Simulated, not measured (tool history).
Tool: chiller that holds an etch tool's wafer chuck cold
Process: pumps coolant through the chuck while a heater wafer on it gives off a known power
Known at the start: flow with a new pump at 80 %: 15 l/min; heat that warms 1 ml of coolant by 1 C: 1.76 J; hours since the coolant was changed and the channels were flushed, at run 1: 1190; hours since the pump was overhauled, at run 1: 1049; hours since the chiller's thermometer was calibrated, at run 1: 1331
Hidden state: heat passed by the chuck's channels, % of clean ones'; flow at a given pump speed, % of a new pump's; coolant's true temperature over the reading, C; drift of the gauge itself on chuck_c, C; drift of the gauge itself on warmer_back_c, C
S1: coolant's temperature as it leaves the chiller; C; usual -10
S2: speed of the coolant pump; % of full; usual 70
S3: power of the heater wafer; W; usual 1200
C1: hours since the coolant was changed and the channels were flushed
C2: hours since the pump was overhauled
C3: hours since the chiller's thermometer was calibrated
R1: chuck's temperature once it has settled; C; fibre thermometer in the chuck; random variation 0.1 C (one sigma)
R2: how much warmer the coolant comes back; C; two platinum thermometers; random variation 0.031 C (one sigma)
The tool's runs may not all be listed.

Run 1, hour 0: usual settings; C1 1190; C2 1049; C3 1331. Result: R1 -1.4 C, R2 3.2 C.
Run 2, hour 96.9: usual settings but S3 1190 W; C1 1287; C2 1146; C3 1428. Result: R1 -1.5 C, R2 3.18 C.
Run 3, hour 190.9: usual settings but S3 1190 W; C1 1381; C2 1240; C3 1522. Result: R1 -1.6 C, R2 3.16 C.
Run 4, hour 250.1: usual settings but S3 1190 W; C1 1440; C2 1299; C3 1581. Result: R1 -1.5 C, R2 3.22 C.
Run 5, hour 323.1: usual settings but S3 1190 W; C1 1513; C2 1372; C3 1654. Result: R1 -1.6 C, R2 3.27 C.
Run 6, hour 417.6: usual settings; C1 1608; C2 1467; C3 1749. Result: R1 -1.2 C, R2 3.28 C.
Run 7, hour 486.9: usual settings; C1 1677; C2 1536; C3 1818. Result: R1 -1.2 C, R2 3.2 C.
Run 8, hour 591.1: usual settings; C1 1781; C2 1640; C3 1922. Result: R1 -1 C, R2 3.28 C.
Run 9, hour 639.7: usual settings; C1 1830; C2 1689; C3 1971. Result: R1 -1 C, R2 3.27 C.
Run 10, hour 723.2: usual settings; C1 1913; C2 1772; C3 2054. Result: R1 -1.3 C, R2 3.33 C.
Run 11, hour 812.5: usual settings; C1 2003; C2 1862; C3 2144. Result: R1 -1 C, R2 3.38 C.
Run 12, hour 878.2: usual settings; C1 2068; C2 1927; C3 2209. Result: R1 -1 C, R2 3.24 C.
Run 13, hour 930.8: usual settings; C1 2121; C2 1980; C3 2262. Result: R1 -0.8 C, R2 3.3 C.
Run 14, hour 1021.7: usual settings; C1 2212; C2 2071; C3 2353. Result: R1 -1 C, R2 3.36 C.
Run 15, hour 1087.7: usual settings but S1 -9 C, S2 85 % of full; C1 2278; C2 2137; C3 2419. Result: R1 -0.7 C, R2 2.73 C.
Run 16, hour 1181.8: usual settings but S1 -9 C, S2 85 % of full; C1 2372; C2 2231; C3 2513. Result: R1 -0.8 C, R2 2.77 C.
Run 17, hour 1238.2: usual settings but S1 -6 C, S2 76 % of full, S3 1134 W; C1 2428; C2 2287; C3 2569. Result: R1 2.2 C, R2 2.91 C.
Run 18, hour 1340.3: usual settings but S1 -6 C, S2 82 % of full, S3 1603 W; C1 2530; C2 2390; C3 2671. Result: R1 5.2 C, R2 3.9 C.
Run 19, hour 1434: usual settings but S1 -4 C, S2 89 % of full, S3 1603 W; C1 2624; C2 2483; C3 2765. Result: R1 7.1 C, R2 3.57 C.
Run 20, hour 1476.3: usual settings but S1 -4 C, S2 64 % of full, S3 710 W; C1 2666; C2 2526; C3 2807. Result: R1 2 C, R2 2.17 C.
Run 21, hour 1576.2: usual settings but S2 84 % of full, S3 1532 W; C1 2766; C2 2626; C3 2907. Result: R1 0.8 C, R2 3.6 C.
Run 22, hour 1669.1: usual settings but S1 -12 C, S2 67 % of full, S3 1419 W; C1 2859; C2 2718; C3 3000. Result: R1 -0.6 C, R2 4.14 C.
Run 23, hour 1762.8: usual settings but S1 -12 C, S2 67 % of full, S3 1419 W; C1 2953; C2 2812; C3 3094. Result: R1 -0.6 C, R2 4.24 C.
Run 24, hour 1826.8: usual settings but S1 -12 C, S2 67 % of full, S3 1419 W; C1 3017; C2 2876; C3 3158. Result: R1 -0.4 C, R2 4.2 C.
Run 25, hour 1886.4: usual settings but S1 -12 C, S2 67 % of full, S3 695 W; C1 3077; C2 2936; C3 3218. Result: R1 -6 C, R2 2.07 C.

Forecast each of these 3 alternatives for the next run:
Run A, hour 1961.9: usual settings but S1 -1 C, S2 72 % of full; C1 3152; C2 3011; C3 3293. Result: R1 ?, R2 ?.
Run B, hour 1961.9: usual settings but S1 -12 C, S2 67 % of full, S3 1062 W; C1 3152; C2 3011; C3 3293. Result: R1 ?, R2 ?.
Run C, hour 1961.9: usual settings but S1 -12 C, S2 74 % of full, S3 1511 W; C1 3152; C2 3011; C3 3293. Result: R1 ?, R2 ?.

run    R1    R2
  A   8.5  3.33
  B  -3.3  3.16
  C  -0.3  4.05
Without the tool's hidden state the same runs would have given:
run    R1    R2
  A   6.7  3.03
  B    -5  2.87
  C  -2.5  3.68
